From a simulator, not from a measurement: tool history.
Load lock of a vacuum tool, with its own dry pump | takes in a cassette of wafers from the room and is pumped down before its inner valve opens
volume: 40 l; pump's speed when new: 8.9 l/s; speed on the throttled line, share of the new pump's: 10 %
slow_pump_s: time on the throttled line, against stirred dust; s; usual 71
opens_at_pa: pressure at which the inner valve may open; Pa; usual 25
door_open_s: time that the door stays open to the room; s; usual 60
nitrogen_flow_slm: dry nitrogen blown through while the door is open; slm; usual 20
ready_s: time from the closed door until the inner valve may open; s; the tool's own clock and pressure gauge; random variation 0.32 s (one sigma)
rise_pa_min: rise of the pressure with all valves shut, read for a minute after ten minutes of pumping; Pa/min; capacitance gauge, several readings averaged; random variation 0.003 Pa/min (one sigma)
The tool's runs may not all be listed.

run    hour  slow_pump_s  opens_at_pa  door_open_s  nitrogen_flow_slm  incoming humidity of the room's air, %  ready_s  rise_pa_min
  1       0           71           25           60                 20                                    46.2    104.9        0.081
  2    91.6           71           25           60                 20                                    45.8    106.1        0.082
  3   156.6           71           25           60                 20                                    44.2    105.6        0.085
  4   202.7           71           25           60                 20                                    41.4    105.3        0.083
  5   304.1           71           25           60                 20                                      45    105.7        0.084
  6     402           71           25           60                 20                                    38.9    105.7        0.082
  7   459.7           71           25           60                 20                                    44.5    105.6        0.083
  8   521.7           71           25           60                 20                                      45    105.8        0.091
  9   572.6           71           25           60                 20                                    45.3    105.7        0.088
 10   666.4           71           25           60                 20                                    44.4    105.1        0.087
 11   766.1           71           25           28                 20                                    45.7    105.3        0.078
 12   859.2           71           25           28                 20                                    45.8    105.6        0.074
 13   933.5           71           25           60                 20                                    47.3    105.7          0.1
 14     980           71           25           60                 20                                    46.4    105.7        0.098
 15  1059.9           71           25           60                 20                                    45.9    106.7        0.099
 16    1165           71           25           60                 20                                    45.6    101.5        0.091
 17  1242.1           71           25           60                  5                                    46.9    100.8        0.121
 18  1323.6           71           25           41                 20                                    43.7    101.2        0.088
 19  1394.8           71           25           60                  6                                    47.1    100.6        0.117
 20  1495.4           71           22           34                 40                                    44.4    101.3        0.077
 21  1589.8           71           22           29                 40                                    46.7    101.4        0.081
 22  1650.7           71           22           29                 40                                    43.1    101.3        0.074
 23  1736.9          113           25           58                 33                                    45.9    138.8        0.095
 24    1828          113           25           58                 14                                    43.1      139        0.102
 25  1915.6          113           25           58                 14                                    47.1    138.2        0.109
 26  1992.4          116           25           58                 14                                    42.6    142.3        0.102
 27  2089.7          116           25           58                 14                                    48.8    140.9        0.115
 28  2151.2          129           50           57                  7                                    43.2    149.6        0.111
 29    2233          129           19          179                  7                                    43.4    155.2        0.169
 30  2333.1           83           43          166                 20                                    47.2    109.2        0.155
 31  2378.4           45           20           60                 20                                    49.3     79.3         0.11
 32  2471.8           71           25           60                 20                                    46.5    101.4        0.117
 33  2525.1           71           25           60                 20                                    44.4    101.5        0.114
 34    2605           71           25           60                 31                                    47.4    101.7        0.112
 35  2652.9           71           25           60                 31                                    44.5    101.6        0.101
 36  2722.6           71           25           60                 31                                    46.6    101.2        0.109
 37  2767.3           71           25           60                 31                                    42.2    101.8        0.103

Taken out of this log: 1 entry between the listed runs. Where each belongs, and how the hidden state differs across it:
Between runs 15 and 16: dry pump taken out, an overhauled one fitted (hour 1094.5)
  pump's speed, % of a new pump's: 85.6 -> 99.8; leak at the door's seal, Pa l/s: 0.0306 -> 0.0314
  measured less the result without the state, ready_s: +5.2 -> +0.2 s; rise_pa_min: +0.042 -> +0.044 Pa/min
